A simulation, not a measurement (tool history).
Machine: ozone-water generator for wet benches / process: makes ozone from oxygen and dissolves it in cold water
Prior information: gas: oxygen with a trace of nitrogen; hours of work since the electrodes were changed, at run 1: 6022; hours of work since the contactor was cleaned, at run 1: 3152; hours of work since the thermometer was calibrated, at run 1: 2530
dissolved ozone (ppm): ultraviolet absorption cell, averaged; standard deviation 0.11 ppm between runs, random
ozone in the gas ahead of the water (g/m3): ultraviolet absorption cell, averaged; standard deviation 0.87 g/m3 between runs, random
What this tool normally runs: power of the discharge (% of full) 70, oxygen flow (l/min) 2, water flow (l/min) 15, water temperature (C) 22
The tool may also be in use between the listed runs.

run,hour,power of the discharge (% of full),oxygen flow (l/min),water flow (l/min),water temperature (C),hours of work since the electrodes were changed,hours of work since the contactor was cleaned,hours of work since the thermometer was calibrated,dissolved ozone (ppm),ozone in the gas ahead of the water (g/m3)
1,0,70,2,15,22,6022,3152,2530,8.5,141.8
# hour 9.7: water thermometer calibrated
2,140.6,70,1.19,15,22,6151,3282,121,7,171.6
3,255.6,70,2,15,22,6258,3389,228,8.5,141.4
4,397.9,70,2.96,15,22,6390,3521,360,9.6,123.6
5,510.2,67,2,15,22,6494,3625,464,8.3,137.7
6,654.4,67,2,15,22,6628,3758,598,8.4,137.5
7,771.9,70,2,15,22,6736,3867,706,8.5,141.2
8,886,70,2,15,22,6842,3973,812,8.6,141.3
9,1045.6,47,2,15,22,6990,4121,960,6.8,112.8
10,1181.7,47,2,15,22,7116,4247,1086,6.7,112.5
11,1295.1,70,2.99,15,22,7221,4352,1191,9.5,120.1
12,1436.1,70,2.99,15,22,7352,4483,1322,9.5,122.3
13,1561.1,66,2.99,15,22,7468,4599,1438,9.1,116.6
14,1631.5,70,2,15,22,7533,4664,1503,8.4,141.6
15,1767.7,70,2,15,18,7659,4790,1629,8.7,141.8
16,1896,70,2,15,18,7778,4909,1748,8.7,139.7
17,1973.5,70,2,10,18,7850,4981,1820,13.1,143.2
18,2070.6,72,2,9,18,7940,5071,1910,14.7,144.6
19,2224.1,71,2,15,14,8083,5213,2052,9.2,142.9
20,2308.5,71,2.9,15,17,8161,5292,2131,10,124
21,2380.1,82,2,15,21,8227,5358,2197,9.2,154
22,2540.9,70,1.38,15,22,8376,5507,2346,7.3,163.4
23,2663.2,70,2,10,17,8490,5620,2459,13.3,140.7
# hour 2748.1: water thermometer calibrated
24,2757.7,70,2,15,17,8577,5707,9,8.9,142
25,2860.5,70,2,24,16,8672,5803,104,5.3,141.7
26,2993.5,54,1.62,16,24,8795,5926,228,6.3,132.5
# hour 3044.7: contactor cleaned
27,3120.9,93,3.05,15,22,8910,71,342,11.1,142
28,3266.6,93,1.15,14,22,9045,206,477,8.6,202.1
29,3409,93,2.77,14,19,9177,338,609,11.8,146.1
30,3523.4,55,2.77,12,26,9283,444,715,9.5,109.2
31,3601.3,48,2.86,12,19,9355,516,787,9.8,100.1
32,3713,50,1.92,13,20,9458,619,891,8.1,119.9
33,3782.2,50,1.92,13,20,9523,684,955,8.3,120.3
34,3922.5,76,1.97,23,21,9653,814,1085,5.5,149.9

Predict each of these 3 candidate next runs independently; none follows another, all start after run 34:
A,3995.6,70,2.5,24,18,9720,881,1153,?,?
B,3995.6,84,1.79,23,23,9720,881,1153,?,?
C,3995.6,70,2,12,19,9720,881,1153,?,?

run,dissolved ozone (ppm),ozone in the gas ahead of the water (g/m3)
A,5.8,130.2
B,5.4,164.5
C,10.9,141.2
Stripped of hidden state, with their random variation kept, the same runs would have yielded:
run,dissolved ozone (ppm),ozone in the gas ahead of the water (g/m3)
A,5.8,130.3
B,5.4,164.7
C,10.9,141.4

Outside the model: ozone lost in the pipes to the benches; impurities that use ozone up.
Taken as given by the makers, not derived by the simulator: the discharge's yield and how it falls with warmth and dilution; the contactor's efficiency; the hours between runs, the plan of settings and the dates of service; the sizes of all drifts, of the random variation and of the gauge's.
